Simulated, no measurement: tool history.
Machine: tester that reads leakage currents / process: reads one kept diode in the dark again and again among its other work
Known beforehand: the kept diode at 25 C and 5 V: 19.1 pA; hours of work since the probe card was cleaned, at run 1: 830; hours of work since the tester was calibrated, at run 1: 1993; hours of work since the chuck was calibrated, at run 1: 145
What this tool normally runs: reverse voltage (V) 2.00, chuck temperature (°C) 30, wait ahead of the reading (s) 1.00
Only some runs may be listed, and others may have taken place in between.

run,hour,reverse voltage (V),chuck temperature (°C),wait ahead of the reading (s),hours of work since the probe card was cleaned,hours of work since the tester was calibrated,hours of work since the chuck was calibrated,current that the tester gives (pA)
1,0.0,2.00,30,1.00,830,1993,145,17.07
2,187.2,14.27,30,1.00,936,2099,251,48.95
3,379.3,14.27,30,1.00,1044,2207,360,47.91
4,504.0,14.27,30,1.00,1115,2278,430,47.53
5,632.9,14.27,30,1.00,1188,2351,503,47.13
# hour 654.6: chuck's temperature calibrated
6,854.7,14.27,30,1.00,1312,2476,113,50.12
7,959.4,14.27,30,1.00,1372,2535,173,50.29
8,1061.7,14.27,30,1.00,1430,2593,231,49.82
9,1214.0,2.00,44,1.00,1516,2679,317,44.42
10,1428.3,2.52,30,1.00,1637,2800,438,19.05
# hour 1573.3: chuck's temperature calibrated
11,1573.3,2.00,21,1.00,1718,2881,0,9.52
# hour 1590.4: probe card cleaned and baked
# hour 1654.8: tester calibrated
12,1702.9,2.00,21,1.00,63,27,71,9.27
13,1917.1,2.00,21,1.00,184,149,192,9.14
14,2060.6,2.00,21,1.00,265,230,273,9.09
15,2228.4,2.00,21,1.00,360,325,368,8.87
# hour 2329.5: probe card cleaned and baked, once more
16,2329.5,2.08,22,1.03,0,380,424,9.42
# hour 2495.6: chuck's temperature calibrated
17,2549.6,4.65,30,1.00,124,504,31,27.47
18,2701.7,1.36,30,4.12,210,590,117,14.15
19,2883.2,6.52,30,8.76,313,693,220,31.69
20,3071.7,6.52,30,8.76,419,800,326,31.48
21,3286.3,6.52,30,8.76,541,921,448,31.12
# hour 3411.6: chuck's temperature calibrated
22,3450.9,8.26,22,8.01,633,1013,22,20.41
23,3640.8,1.48,30,1.10,740,1121,130,14.82
24,3746.6,3.59,31,5.25,800,1181,190,24.81
25,3912.7,2.44,21,1.00,894,1275,284,9.82
26,4031.2,2.44,21,1.00,962,1342,351,9.73
27,4249.5,2.44,21,1.00,1085,1466,475,9.52
# hour 4318.5: chuck's temperature calibrated
28,4402.2,2.44,21,1.65,1171,1551,47,10.02
29,4515.8,3.26,30,1.00,1235,1615,112,22.45

Below are 4 alternative next runs, each starting from the tool's condition after run 29. Predict each:
A,4741.2,2.02,22,3.84,1363,1743,239,?
B,4741.2,3.49,43,0.90,1363,1743,239,?
C,4741.2,2.00,57,1.00,1363,1743,239,?
D,4741.2,3.26,30,2.85,1363,1743,239,?

run,current that the tester gives (pA)
A,9.53
B,55.85
C,102.41
D,21.91
Without the tool's hidden state the same runs would have given:
run,current that the tester gives (pA)
A,9.65
B,57.28
C,105.23
D,22.32
